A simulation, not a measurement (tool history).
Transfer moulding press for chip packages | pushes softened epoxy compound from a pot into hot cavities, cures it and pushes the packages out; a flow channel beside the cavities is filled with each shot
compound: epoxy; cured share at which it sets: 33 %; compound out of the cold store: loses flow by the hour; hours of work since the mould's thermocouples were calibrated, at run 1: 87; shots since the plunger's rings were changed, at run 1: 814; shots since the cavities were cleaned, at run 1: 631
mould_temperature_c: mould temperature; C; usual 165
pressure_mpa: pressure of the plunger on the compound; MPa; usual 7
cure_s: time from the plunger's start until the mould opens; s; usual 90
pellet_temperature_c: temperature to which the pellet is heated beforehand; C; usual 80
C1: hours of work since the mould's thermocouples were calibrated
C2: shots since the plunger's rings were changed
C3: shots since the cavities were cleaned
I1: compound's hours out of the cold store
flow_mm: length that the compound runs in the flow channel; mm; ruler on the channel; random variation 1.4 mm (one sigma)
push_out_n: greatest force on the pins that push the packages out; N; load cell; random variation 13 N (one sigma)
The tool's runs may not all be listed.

run 1 hour=0 | mould_temperature_c=165 pressure_mpa=7 cure_s=90 pellet_temperature_c=80 | C1=87 C2=814 C3=631 | I1=29.4 | flow_mm=845 push_out_n=799
run 2 hour=11 | mould_temperature_c=165 pressure_mpa=7 cure_s=90 pellet_temperature_c=80 | C1=95 C2=983 C3=800 | I1=34.1 | flow_mm=831 push_out_n=807
-- hour=15.5 cavities cleaned with cleaning compound and waxed
run 3 hour=25.9 | mould_temperature_c=165 pressure_mpa=7 cure_s=90 pellet_temperature_c=80 | C1=106 C2=1189 C3=160 | I1=13.3 | flow_mm=895 push_out_n=909
run 4 hour=36.3 | mould_temperature_c=165 pressure_mpa=7 cure_s=81 pellet_temperature_c=80 | C1=114 C2=1348 C3=319 | I1=17.3 | flow_mm=880 push_out_n=1214
run 5 hour=42.7 | mould_temperature_c=165 pressure_mpa=7 cure_s=81 pellet_temperature_c=80 | C1=119 C2=1446 C3=417 | I1=25.2 | flow_mm=853 push_out_n=1241
run 6 hour=53.3 | mould_temperature_c=165 pressure_mpa=7 cure_s=81 pellet_temperature_c=80 | C1=128 C2=1609 C3=580 | I1=42 | flow_mm=801 push_out_n=1163
run 7 hour=60.2 | mould_temperature_c=165 pressure_mpa=7 cure_s=90 pellet_temperature_c=74 | C1=133 C2=1716 C3=687 | I1=18.9 | flow_mm=872 push_out_n=998
run 8 hour=65.8 | mould_temperature_c=165 pressure_mpa=7 cure_s=90 pellet_temperature_c=74 | C1=138 C2=1801 C3=772 | I1=14.4 | flow_mm=886 push_out_n=1024
-- hour=71.3 cavities cleaned with cleaning compound and waxed
run 9 hour=73.4 | mould_temperature_c=165 pressure_mpa=7 cure_s=90 pellet_temperature_c=74 | C1=143 C2=1894 C3=32 | I1=34.7 | flow_mm=820 push_out_n=614
run 10 hour=81.3 | mould_temperature_c=165 pressure_mpa=7 cure_s=90 pellet_temperature_c=74 | C1=149 C2=2015 C3=153 | I1=45.4 | flow_mm=788 push_out_n=661
-- hour=90.1 cavities cleaned with cleaning compound and waxed, once more
run 11 hour=93.5 | mould_temperature_c=165 pressure_mpa=7 cure_s=90 pellet_temperature_c=80 | C1=157 C2=2181 C3=53 | I1=32 | flow_mm=826 push_out_n=622
run 12 hour=104.3 | mould_temperature_c=165 pressure_mpa=7 cure_s=90 pellet_temperature_c=80 | C1=166 C2=2346 C3=218 | I1=13.5 | flow_mm=883 push_out_n=741
run 13 hour=116.9 | mould_temperature_c=165 pressure_mpa=7 cure_s=90 pellet_temperature_c=80 | C1=176 C2=2539 C3=411 | I1=27.9 | flow_mm=835 push_out_n=753
-- hour=129.5 plunger's sealing rings changed
run 14 hour=132.3 | mould_temperature_c=165 pressure_mpa=7 cure_s=90 pellet_temperature_c=80 | C1=186 C2=42 C3=609 | I1=33.4 | flow_mm=840 push_out_n=803
run 15 hour=138.5 | mould_temperature_c=165 pressure_mpa=7 cure_s=90 pellet_temperature_c=80 | C1=191 C2=138 C3=705 | I1=32.9 | flow_mm=840 push_out_n=801
-- hour=148.4 cavities cleaned with cleaning compound and waxed
run 16 hour=148.4 | mould_temperature_c=165 pressure_mpa=8.21 cure_s=92 pellet_temperature_c=81 | C1=198 C2=266 C3=0 | I1=45.9 | flow_mm=867 push_out_n=535
run 17 hour=155.9 | mould_temperature_c=165 pressure_mpa=7 cure_s=90 pellet_temperature_c=84 | C1=204 C2=382 C3=116 | I1=48 | flow_mm=793 push_out_n=627
run 18 hour=166.7 | mould_temperature_c=165 pressure_mpa=7 cure_s=90 pellet_temperature_c=84 | C1=212 C2=547 C3=281 | I1=46.5 | flow_mm=795 push_out_n=665
run 19 hour=173.4 | mould_temperature_c=159 pressure_mpa=6.16 cure_s=90 pellet_temperature_c=77 | C1=218 C2=650 C3=384 | I1=39.9 | flow_mm=786 push_out_n=1176
run 20 hour=180.9 | mould_temperature_c=167 pressure_mpa=6.83 cure_s=121 pellet_temperature_c=84 | C1=224 C2=765 C3=499 | I1=30.9 | flow_mm=824 push_out_n=498
run 21 hour=192.1 | mould_temperature_c=170 pressure_mpa=8.18 cure_s=89 pellet_temperature_c=88 | C1=233 C2=937 C3=671 | I1=43.3 | flow_mm=848 push_out_n=590
run 22 hour=200.4 | mould_temperature_c=170 pressure_mpa=8.18 cure_s=89 pellet_temperature_c=79 | C1=239 C2=1065 C3=799 | I1=23.6 | flow_mm=912 push_out_n=626
-- hour=204.5 cavities cleaned with cleaning compound and waxed
run 23 hour=212.8 | mould_temperature_c=170 pressure_mpa=7.33 cure_s=89 pellet_temperature_c=76 | C1=248 C2=1231 C3=127 | I1=36 | flow_mm=825 push_out_n=508
run 24 hour=225.8 | mould_temperature_c=166 pressure_mpa=7.86 cure_s=128 pellet_temperature_c=86 | C1=258 C2=1431 C3=327 | I1=21.6 | flow_mm=914 push_out_n=468
run 25 hour=233.9 | mould_temperature_c=166 pressure_mpa=7.86 cure_s=128 pellet_temperature_c=86 | C1=265 C2=1556 C3=452 | I1=26.5 | flow_mm=896 push_out_n=484
run 26 hour=243.8 | mould_temperature_c=166 pressure_mpa=5.69 cure_s=128 pellet_temperature_c=73 | C1=273 C2=1708 C3=604 | I1=14.9 | flow_mm=795 push_out_n=502
run 27 hour=256.8 | mould_temperature_c=166 pressure_mpa=5.69 cure_s=128 pellet_temperature_c=73 | C1=283 C2=1907 C3=803 | I1=8 | flow_mm=814 push_out_n=535
-- hour=260.4 cavities cleaned with cleaning compound and waxed
run 28 hour=265.9 | mould_temperature_c=166 pressure_mpa=5.69 cure_s=106 pellet_temperature_c=73 | C1=289 C2=2024 C3=85 | I1=18 | flow_mm=784 push_out_n=456
run 29 hour=276.5 | mould_temperature_c=165 pressure_mpa=6.26 cure_s=90 pellet_temperature_c=75 | C1=297 C2=2186 C3=247 | I1=42.7 | flow_mm=751 push_out_n=674
run 30 hour=285.3 | mould_temperature_c=165 pressure_mpa=6.26 cure_s=90 pellet_temperature_c=75 | C1=304 C2=2322 C3=383 | I1=39 | flow_mm=761 push_out_n=764

The same runs without the tool's hidden state, with the same run-to-run variation:
The hidden state here: true mould temperature over the reading, C; pressure that reaches the compound, % of what is set; grip of the stained cavities, % over clean ones'; drift of the gauge itself on flow_mm, %; drift of the gauge itself on push_out_n, %.
run=1 flow_mm=854 push_out_n=596
run=2 flow_mm=841 push_out_n=577
run=3 flow_mm=908 push_out_n=596
run=4 flow_mm=895 push_out_n=790
run=5 flow_mm=867 push_out_n=804
run=6 flow_mm=816 push_out_n=752
run=7 flow_mm=889 push_out_n=643
run=8 flow_mm=904 push_out_n=657
run=9 flow_mm=838 push_out_n=607
run=10 flow_mm=806 push_out_n=595
run=11 flow_mm=846 push_out_n=596
run=12 flow_mm=907 push_out_n=637
run=13 flow_mm=859 push_out_n=588
run=14 flow_mm=843 push_out_n=593
run=15 flow_mm=844 push_out_n=577
run=16 flow_mm=872 push_out_n=537
run=17 flow_mm=798 push_out_n=570
run=18 flow_mm=802 push_out_n=550
run=19 flow_mm=794 push_out_n=929
run=20 flow_mm=832 push_out_n=371
run=21 flow_mm=859 push_out_n=425
run=22 flow_mm=925 push_out_n=441
run=23 flow_mm=838 push_out_n=456
run=24 flow_mm=930 push_out_n=373
run=25 flow_mm=913 push_out_n=365
run=26 flow_mm=811 push_out_n=362
run=27 flow_mm=832 push_out_n=369
run=28 flow_mm=802 push_out_n=422
run=29 flow_mm=770 push_out_n=563
run=30 flow_mm=781 push_out_n=601

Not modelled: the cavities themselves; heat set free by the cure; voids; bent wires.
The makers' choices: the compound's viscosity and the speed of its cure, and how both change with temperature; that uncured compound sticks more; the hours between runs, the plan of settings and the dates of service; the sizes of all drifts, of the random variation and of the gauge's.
